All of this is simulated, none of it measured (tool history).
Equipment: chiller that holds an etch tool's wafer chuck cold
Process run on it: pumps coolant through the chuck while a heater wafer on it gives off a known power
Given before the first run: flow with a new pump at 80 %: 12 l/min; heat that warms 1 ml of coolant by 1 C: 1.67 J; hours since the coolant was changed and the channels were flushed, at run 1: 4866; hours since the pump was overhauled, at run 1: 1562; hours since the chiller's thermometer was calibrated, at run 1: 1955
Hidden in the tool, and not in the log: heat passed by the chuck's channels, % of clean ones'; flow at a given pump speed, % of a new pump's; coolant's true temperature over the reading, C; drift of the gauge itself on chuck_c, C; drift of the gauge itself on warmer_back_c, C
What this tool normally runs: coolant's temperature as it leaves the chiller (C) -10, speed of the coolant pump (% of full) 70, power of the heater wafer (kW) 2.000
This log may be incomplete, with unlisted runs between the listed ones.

run	day	coolant's temperature as it leaves the chiller (C)	speed of the coolant pump (% of full)	power of the heater wafer (kW)	hours since the coolant was changed and the channels were flushed	hours since the pump was overhauled	hours since the chiller's thermometer was calibrated	chuck's temperature once it has settled (C)	how much warmer the coolant comes back (C)
1	0.000	-10	70	2.000	4866	1562	1955	8.1	6.91
2	1.829	-18	70	2.000	4910	1606	1999	0.3	6.79
3	3.071	-18	70	2.000	4940	1636	2029	0.2	6.86
4	5.096	-10	70	1.606	4989	1685	2077	4.8	5.53
5	6.329	-10	70	1.231	5018	1714	2107	1.1	4.20
6	7.562	-10	70	1.231	5048	1744	2137	1.2	4.25
7	8.896	-10	70	2.000	5080	1776	2169	8.1	6.87
8	10.392	-10	70	2.000	5116	1812	2205	8.1	6.88
9	11.808	-10	70	2.000	5150	1846	2239	8.2	6.92
10	12.904	-10	70	2.000	5176	1872	2265	8.2	6.88
# day 13.725: chiller's thermometer calibrated
11	15.000	-10	70	2.000	5225	1921	31	8.3	6.86
12	16.250	-10	70	2.000	5255	1951	61	8.0	6.79
13	17.550	-10	70	2.000	5287	1982	92	8.2	6.77
14	19.258	-10	70	2.000	5327	2023	133	8.2	6.84
15	20.738	-10	70	2.000	5363	2059	168	8.2	6.76
16	22.121	-7	71	2.295	5396	2092	201	13.7	7.74
17	23.904	-11	62	2.000	5439	2135	244	9.1	7.77
18	25.192	-10	97	2.000	5470	2166	275	3.8	4.85
19	26.204	-17	67	2.000	5494	2190	299	1.7	7.09
20	28.104	-19	88	1.142	5540	2236	345	-10.4	2.97
21	30.062	-10	76	1.163	5587	2283	392	-0.2	3.59
22	31.692	0	70	1.414	5626	2322	431	12.7	4.73
23	34.000	-15	70	2.063	5681	2377	487	3.7	7.02
24	35.150	-15	70	2.063	5709	2405	514	3.7	6.98
25	36.358	-5	89	1.643	5738	2434	543	7.2	4.24
26	37.429	-5	89	1.643	5764	2459	569	7.0	4.27
27	39.146	-16	86	2.628	5805	2501	610	4.2	7.18
28	40.775	-3	70	2.743	5844	2540	649	22.0	9.32
29	42.967	-1	70	1.834	5896	2592	702	15.7	6.14

Each row is a separate what-if for the run after 29, all from the same tool condition, not one after another. Results?
A	44.971	-10	93	1.317	5945	2641	750	?	?
B	44.971	-4	67	2.343	5945	2641	750	?	?
C	44.971	-1	70	2.847	5945	2641	750	?	?
D	44.971	-12	74	2.662	5945	2641	750	?	?

run	chuck's temperature once it has settled (C)	how much warmer the coolant comes back (C)
A	-0.5	3.28
B	18.1	8.31
C	24.9	9.63
D	11.1	8.50
Stripped of hidden state, with their random variation kept, the same runs would have yielded:
run	chuck's temperature once it has settled (C)	how much warmer the coolant comes back (C)
A	-0.5	3.43
B	18.1	8.46
C	24.9	9.77
D	11.1	8.64

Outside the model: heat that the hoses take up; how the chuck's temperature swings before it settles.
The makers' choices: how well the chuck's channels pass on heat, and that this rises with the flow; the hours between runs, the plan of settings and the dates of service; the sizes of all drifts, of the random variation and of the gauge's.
